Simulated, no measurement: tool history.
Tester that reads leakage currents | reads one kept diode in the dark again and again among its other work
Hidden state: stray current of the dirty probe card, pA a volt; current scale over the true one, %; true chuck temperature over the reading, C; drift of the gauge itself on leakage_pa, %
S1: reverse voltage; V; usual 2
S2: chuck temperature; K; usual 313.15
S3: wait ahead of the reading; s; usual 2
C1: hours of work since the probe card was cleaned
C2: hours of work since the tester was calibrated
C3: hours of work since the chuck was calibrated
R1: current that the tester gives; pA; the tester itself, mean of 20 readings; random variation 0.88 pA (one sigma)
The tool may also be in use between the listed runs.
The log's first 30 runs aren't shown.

Run 31, hour 759.6: usual settings but S1 9.03 V, S2 300.15 K, S3 8.39 s; C1 1130; C2 516; C3 82. Result: R1 334.63 pA.
At hour 764.8: chuck's temperature calibrated, once more.
Run 32, hour 788.4: usual settings but S1 9.03 V, S2 300.15 K, S3 8.39 s; C1 1141; C2 527; C3 10. Result: R1 301.85 pA.
Run 33, hour 804.1: usual settings but S1 18.52 V; C1 1148; C2 534; C3 16. Result: R1 1120.48 pA.
Run 34, hour 829.6: usual settings but S1 18.52 V; C1 1158; C2 544; C3 26. Result: R1 1122.69 pA.
Run 35, hour 859.4: usual settings but S1 18.52 V; C1 1170; C2 556; C3 39. Result: R1 1120.39 pA.
Run 36, hour 893.8: usual settings but S2 322.15 K, S3 9.27 s; C1 1184; C2 570; C3 53. Result: R1 535.27 pA.
Run 37, hour 918.2: usual settings but S2 322.15 K, S3 0.76 s; C1 1194; C2 580; C3 63. Result: R1 533.9 pA.
Run 38, hour 947.2: usual settings but S1 1.34 V, S3 0.72 s; C1 1206; C2 592; C3 74. Result: R1 236.17 pA.
Run 39, hour 984.2: usual settings but S1 1.34 V, S3 0.72 s; C1 1221; C2 607; C3 90. Result: R1 234.92 pA.

Forecast each of these 3 alternatives for the next run:
Run A, hour 1001.1: usual settings but S1 10.53 V, S2 316.15 K, S3 4.22 s; C1 1228; C2 614; C3 96. Result: R1 ?.
Run B, hour 1001.1: usual settings but S1 1.12 V, S2 296.15 K, S3 4.81 s; C1 1228; C2 614; C3 96. Result: R1 ?.
Run C, hour 1001.1: usual settings but S2 304.15 K, S3 8.05 s; C1 1228; C2 614; C3 96. Result: R1 ?.

run      R1
  A  976.61
  B   64.29
  C  161.15
Without the tool's hidden state the same runs would have given:
run      R1
  A  945.53
  B   61.29
  C  155.34

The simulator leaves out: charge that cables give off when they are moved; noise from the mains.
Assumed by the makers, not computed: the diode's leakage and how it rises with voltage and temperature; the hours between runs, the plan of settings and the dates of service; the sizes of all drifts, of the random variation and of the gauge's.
